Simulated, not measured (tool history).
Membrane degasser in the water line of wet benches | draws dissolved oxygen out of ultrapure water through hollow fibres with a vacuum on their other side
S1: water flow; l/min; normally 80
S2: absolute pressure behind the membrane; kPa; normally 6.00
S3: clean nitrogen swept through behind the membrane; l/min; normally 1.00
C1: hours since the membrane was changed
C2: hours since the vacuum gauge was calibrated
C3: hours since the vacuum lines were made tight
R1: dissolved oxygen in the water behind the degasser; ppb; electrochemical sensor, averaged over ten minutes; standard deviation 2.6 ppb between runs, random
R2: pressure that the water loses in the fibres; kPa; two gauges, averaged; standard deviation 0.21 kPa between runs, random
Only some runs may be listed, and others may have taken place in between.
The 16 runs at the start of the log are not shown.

{"run": 17, "hour": 1312.9, "S1": 79, "S2": 14.38, "S3": 0.52, "C1": 2198, "C2": 3331, "C3": 4003, "R1": 1898.0, "R2": 50.84}
{"run": 18, "hour": 1402.9, "S1": 79, "S2": 14.38, "S3": 0.52, "C1": 2288, "C2": 3421, "C3": 4093, "R1": 1936.6, "R2": 50.76}
{"run": 19, "hour": 1476.9, "S1": 89, "S2": 10.64, "S3": 1.0, "C1": 2362, "C2": 3495, "C3": 4167, "R1": 1030.9, "R2": 57.57}
{"hour": 1522.3, "done": "gauge calibrated"}
{"run": 20, "hour": 1592.2, "S1": 89, "S2": 10.64, "S3": 1.0, "C1": 2477, "C2": 3610, "C3": 4282, "R1": 1028.2, "R2": 56.05}
{"hour": 1615.4, "done": "vacuum gauge calibrated"}
{"run": 21, "hour": 1678.6, "S1": 89, "S2": 3.95, "S3": 1.0, "C1": 2563, "C2": 63, "C3": 4368, "R1": 168.6, "R2": 56.12}
{"run": 22, "hour": 1731.3, "S1": 89, "S2": 3.95, "S3": 1.0, "C1": 2616, "C2": 116, "C3": 4421, "R1": 167.0, "R2": 56.16}
{"run": 23, "hour": 1817.3, "S1": 87, "S2": 9.07, "S3": 2.94, "C1": 2702, "C2": 202, "C3": 4507, "R1": 409.1, "R2": 54.94}
{"run": 24, "hour": 1907.1, "S1": 87, "S2": 9.07, "S3": 2.94, "C1": 2792, "C2": 292, "C3": 4596, "R1": 414.0, "R2": 54.97}
{"run": 25, "hour": 2019.0, "S1": 87, "S2": 9.07, "S3": 2.94, "C1": 2904, "C2": 404, "C3": 4708, "R1": 406.2, "R2": 54.79}
{"run": 26, "hour": 2138.1, "S1": 87, "S2": 6.51, "S3": 2.22, "C1": 3023, "C2": 523, "C3": 4827, "R1": 309.6, "R2": 55.51}
{"run": 27, "hour": 2246.4, "S1": 87, "S2": 6.51, "S3": 2.22, "C1": 3131, "C2": 631, "C3": 4936, "R1": 313.6, "R2": 55.23}
{"run": 28, "hour": 2305.2, "S1": 80, "S2": 6.0, "S3": 0.44, "C1": 3190, "C2": 690, "C3": 4994, "R1": 611.5, "R2": 50.84}
{"run": 29, "hour": 2372.2, "S1": 82, "S2": 8.07, "S3": 1.91, "C1": 3257, "C2": 757, "C3": 5061, "R1": 438.6, "R2": 52.02}
{"run": 30, "hour": 2437.1, "S1": 71, "S2": 11.04, "S3": 1.42, "C1": 3322, "C2": 822, "C3": 5126, "R1": 724.0, "R2": 45.46}
{"run": 31, "hour": 2533.4, "S1": 113, "S2": 12.29, "S3": 0.79, "C1": 3418, "C2": 918, "C3": 5223, "R1": 1612.8, "R2": 72.22}
{"run": 32, "hour": 2588.2, "S1": 113, "S2": 8.91, "S3": 0.97, "C1": 3473, "C2": 973, "C3": 5277, "R1": 1023.7, "R2": 72.11}

Consider 3 possible next runs. They are alternatives, not a sequence: every one starts from the tool as it was left by run 32. What does each give?
{"run": "A", "hour": 2680.1, "S1": 50, "S2": 6.0, "S3": 1.0, "C1": 3565, "C2": 1065, "C3": 5369, "R1": "?", "R2": "?"}
{"run": "B", "hour": 2680.1, "S1": 116, "S2": 6.98, "S3": 1.31, "C1": 3565, "C2": 1065, "C3": 5369, "R1": "?", "R2": "?"}
{"run": "C", "hour": 2680.1, "S1": 113, "S2": 8.91, "S3": 2.01, "C1": 3565, "C2": 1065, "C3": 5369, "R1": "?", "R2": "?"}

run=A R1=266.8 R2=32.16
run=B R1=649.7 R2=74.21
run=C R1=689.1 R2=71.99
Stripped of hidden state, with their random variation kept, the same runs would have yielded:
run=A R1=266.8 R2=31.55
run=B R1=649.6 R2=72.79
run=C R1=689.0 R2=70.62

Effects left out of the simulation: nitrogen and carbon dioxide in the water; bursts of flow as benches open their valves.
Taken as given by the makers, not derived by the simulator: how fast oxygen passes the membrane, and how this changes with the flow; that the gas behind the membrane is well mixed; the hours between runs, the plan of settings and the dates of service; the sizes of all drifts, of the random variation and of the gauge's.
